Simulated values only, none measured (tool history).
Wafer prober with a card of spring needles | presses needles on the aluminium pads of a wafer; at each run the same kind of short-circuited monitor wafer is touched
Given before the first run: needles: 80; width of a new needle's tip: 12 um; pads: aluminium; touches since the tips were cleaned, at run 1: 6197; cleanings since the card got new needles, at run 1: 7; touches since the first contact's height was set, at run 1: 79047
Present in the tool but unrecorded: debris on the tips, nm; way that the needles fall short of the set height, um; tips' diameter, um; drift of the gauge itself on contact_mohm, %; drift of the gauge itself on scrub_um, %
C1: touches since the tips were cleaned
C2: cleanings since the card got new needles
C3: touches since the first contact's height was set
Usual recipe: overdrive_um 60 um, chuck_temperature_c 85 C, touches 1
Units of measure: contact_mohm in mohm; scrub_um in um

run 1 hour=0.0 | overdrive_um=60 chuck_temperature_c=85 touches=1 | C1=6197 C2=7 C3=79047 | contact_mohm=162 scrub_um=9.835
run 2 hour=19.3 | overdrive_um=60 chuck_temperature_c=46 touches=1 | C1=8903 C2=7 C3=81753 | contact_mohm=157 scrub_um=9.828
-- hour=21.1 tips cleaned on abrasive film
run 3 hour=35.6 | overdrive_um=60 chuck_temperature_c=85 touches=2 | C1=2037 C2=8 C3=84041 | contact_mohm=154 scrub_um=9.828
run 4 hour=49.3 | overdrive_um=60 chuck_temperature_c=30 touches=1 | C1=3954 C2=8 C3=85958 | contact_mohm=153 scrub_um=9.808
run 5 hour=61.7 | overdrive_um=60 chuck_temperature_c=28 touches=1 | C1=5703 C2=8 C3=87707 | contact_mohm=153 scrub_um=9.820
-- hour=64.3 height of the first contact set anew
run 6 hour=80.8 | overdrive_um=60 chuck_temperature_c=118 touches=1 | C1=8345 C2=8 C3=2321 | contact_mohm=170 scrub_um=9.759
-- hour=86.1 tips cleaned on abrasive film
run 7 hour=93.3 | overdrive_um=60 chuck_temperature_c=118 touches=1 | C1=1017 C2=9 C3=4067 | contact_mohm=158 scrub_um=9.772
run 8 hour=110.0 | overdrive_um=60 chuck_temperature_c=118 touches=1 | C1=3360 C2=9 C3=6410 | contact_mohm=164 scrub_um=9.776
-- hour=123.8 height of the first contact set anew, once more
run 9 hour=137.7 | overdrive_um=60 chuck_temperature_c=51 touches=1 | C1=7203 C2=9 C3=1949 | contact_mohm=160 scrub_um=9.918
-- hour=150.9 tips cleaned on abrasive film
run 10 hour=162.1 | overdrive_um=42 chuck_temperature_c=70 touches=2 | C1=1575 C2=10 C3=5364 | contact_mohm=154 scrub_um=6.935
run 11 hour=185.3 | overdrive_um=45 chuck_temperature_c=85 touches=1 | C1=4836 C2=10 C3=8625 | contact_mohm=167 scrub_um=7.440
run 12 hour=205.9 | overdrive_um=45 chuck_temperature_c=72 touches=3 | C1=7736 C2=10 C3=11525 | contact_mohm=156 scrub_um=7.434
-- hour=216.0 tips cleaned on abrasive film
run 13 hour=218.3 | overdrive_um=45 chuck_temperature_c=72 touches=3 | C1=322 C2=11 C3=13256 | contact_mohm=148 scrub_um=7.408
run 14 hour=246.2 | overdrive_um=46 chuck_temperature_c=94 touches=1 | C1=4244 C2=11 C3=17178 | contact_mohm=167 scrub_um=7.577

For some of the steps in contact_mohm from one run to the next: how much would appear even if the tool had no hidden state, given the settings, what came in and random variation, and how much remains for the hidden state plus any gauge scatter that the measured result and the result without hidden state don't share?
Run 13 -> 14: overdrive_um 45 -> 46, chuck_temperature_c 72 -> 94, touches 3 -> 1. contact_mohm +19 mohm: hidden state +14, all else +5.
